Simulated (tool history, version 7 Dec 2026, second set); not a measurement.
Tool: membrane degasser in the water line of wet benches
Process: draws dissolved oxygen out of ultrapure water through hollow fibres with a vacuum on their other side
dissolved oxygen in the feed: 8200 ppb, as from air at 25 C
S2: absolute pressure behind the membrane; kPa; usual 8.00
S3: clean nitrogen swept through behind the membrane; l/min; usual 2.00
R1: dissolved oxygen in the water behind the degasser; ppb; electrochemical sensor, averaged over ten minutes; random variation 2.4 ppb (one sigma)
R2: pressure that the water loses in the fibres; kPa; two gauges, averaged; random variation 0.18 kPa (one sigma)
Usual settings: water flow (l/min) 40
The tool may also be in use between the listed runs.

{"run": 1, "hour": 0.0, "water flow (l/min)": 40, "S2": 8.0, "S3": 2.0, "R1": 259.0, "R2": 33.94}
{"run": 2, "hour": 220.8, "water flow (l/min)": 40, "S2": 8.0, "S3": 2.0, "R1": 259.9, "R2": 34.04}
{"run": 3, "hour": 376.6, "water flow (l/min)": 40, "S2": 8.0, "S3": 2.0, "R1": 257.5, "R2": 34.12}
{"run": 4, "hour": 515.3, "water flow (l/min)": 40, "S2": 8.0, "S3": 2.0, "R1": 257.6, "R2": 34.51}
{"hour": 612.2, "done": "vacuum gauge calibrated"}
{"run": 5, "hour": 697.2, "water flow (l/min)": 40, "S2": 8.0, "S3": 2.0, "R1": 258.6, "R2": 34.34}
{"run": 6, "hour": 800.1, "water flow (l/min)": 40, "S2": 8.0, "S3": 1.81, "R1": 285.3, "R2": 34.41}
{"run": 7, "hour": 989.9, "water flow (l/min)": 40, "S2": 8.0, "S3": 1.81, "R1": 281.5, "R2": 34.64}
{"run": 8, "hour": 1087.4, "water flow (l/min)": 40, "S2": 8.0, "S3": 1.81, "R1": 283.9, "R2": 34.61}
{"run": 9, "hour": 1232.8, "water flow (l/min)": 40, "S2": 8.0, "S3": 1.81, "R1": 284.6, "R2": 34.82}
{"run": 10, "hour": 1467.8, "water flow (l/min)": 40, "S2": 8.0, "S3": 1.81, "R1": 284.6, "R2": 34.69}
{"hour": 1619.7, "done": "vacuum gauge calibrated, once more"}
{"run": 11, "hour": 1699.0, "water flow (l/min)": 40, "S2": 8.0, "S3": 1.81, "R1": 261.5, "R2": 34.31}
{"run": 12, "hour": 1924.1, "water flow (l/min)": 39, "S2": 8.0, "S3": 1.81, "R1": 261.8, "R2": 33.57}
{"run": 13, "hour": 2155.4, "water flow (l/min)": 40, "S2": 8.0, "S3": 3.06, "R1": 180.4, "R2": 34.81}
{"run": 14, "hour": 2313.8, "water flow (l/min)": 40, "S2": 8.0, "S3": 3.06, "R1": 180.3, "R2": 34.84}
{"run": 15, "hour": 2531.9, "water flow (l/min)": 40, "S2": 11.58, "S3": 3.06, "R1": 283.4, "R2": 34.52}
{"run": 16, "hour": 2723.9, "water flow (l/min)": 40, "S2": 11.58, "S3": 3.06, "R1": 291.3, "R2": 34.59}
{"run": 17, "hour": 2917.0, "water flow (l/min)": 57, "S2": 6.19, "S3": 2.21, "R1": 236.5, "R2": 49.52}
{"run": 18, "hour": 3151.6, "water flow (l/min)": 39, "S2": 9.77, "S3": 4.2, "R1": 178.7, "R2": 33.82}
{"run": 19, "hour": 3281.5, "water flow (l/min)": 39, "S2": 9.77, "S3": 4.2, "R1": 181.8, "R2": 34.1}
{"run": 20, "hour": 3478.2, "water flow (l/min)": 39, "S2": 9.77, "S3": 4.2, "R1": 183.2, "R2": 34.15}
{"run": 21, "hour": 3602.6, "water flow (l/min)": 39, "S2": 9.77, "S3": 4.2, "R1": 178.4, "R2": 34.27}
{"run": 22, "hour": 3713.1, "water flow (l/min)": 39, "S2": 9.77, "S3": 4.2, "R1": 179.9, "R2": 34.07}
{"run": 23, "hour": 3925.4, "water flow (l/min)": 27, "S2": 8.68, "S3": 4.75, "R1": 94.3, "R2": 23.93}
{"run": 24, "hour": 4158.5, "water flow (l/min)": 52, "S2": 8.68, "S3": 3.26, "R1": 255.0, "R2": 45.19}
{"run": 25, "hour": 4364.3, "water flow (l/min)": 40, "S2": 15.92, "S3": 3.14, "R1": 398.9, "R2": 35.14}
{"run": 26, "hour": 4464.8, "water flow (l/min)": 40, "S2": 15.92, "S3": 3.14, "R1": 404.5, "R2": 34.88}
{"run": 27, "hour": 4607.5, "water flow (l/min)": 40, "S2": 15.92, "S3": 3.14, "R1": 408.3, "R2": 34.86}
{"run": 28, "hour": 4833.3, "water flow (l/min)": 53, "S2": 15.05, "S3": 3.14, "R1": 497.8, "R2": 46.67}
{"run": 29, "hour": 4955.3, "water flow (l/min)": 36, "S2": 15.05, "S3": 3.14, "R1": 350.0, "R2": 31.69}
{"run": 30, "hour": 5083.8, "water flow (l/min)": 26, "S2": 12.58, "S3": 1.83, "R1": 321.7, "R2": 22.52}
{"run": 31, "hour": 5179.9, "water flow (l/min)": 38, "S2": 5.41, "S3": 2.0, "R1": 133.6, "R2": 33.55}

Some steps in R1 between neighbouring runs. How much of each would the tool show without its hidden state too (settings, what came in, random variation), and how much is left for the hidden state, with any gauge scatter that isn't in both results?
The hidden state here: membrane still open, %; true pressure behind the membrane over the reading, kPa; air that leaks in behind the membrane, l/min; drift of the gauge itself on oxygen_ppb, %; drift of the gauge itself on loss_of_pressure_kpa, %.
Run 10 -> 11: vacuum gauge calibrated, once more. R1 -23.1 ppb: hidden state -20.1, all else -3.0.
Run 17 -> 18: water flow (l/min) 57 -> 39, S2 6.19 -> 9.77, S3 2.21 -> 4.20. R1 -57.8 ppb: hidden state -7.4, all else -50.4.
Run 23 -> 24: water flow (l/min) 27 -> 52, S3 4.75 -> 3.26. R1 +160.7 ppb: hidden state +11.7, all else +149.0.
Run 28 -> 29: water flow (l/min) 53 -> 36. R1 -147.8 ppb: hidden state -6.5, all else -141.3.
Run 30 -> 31: water flow (l/min) 26 -> 38, S2 12.58 -> 5.41, S3 1.83 -> 2.00. R1 -188.1 ppb: hidden state +3.3, all else -191.4.

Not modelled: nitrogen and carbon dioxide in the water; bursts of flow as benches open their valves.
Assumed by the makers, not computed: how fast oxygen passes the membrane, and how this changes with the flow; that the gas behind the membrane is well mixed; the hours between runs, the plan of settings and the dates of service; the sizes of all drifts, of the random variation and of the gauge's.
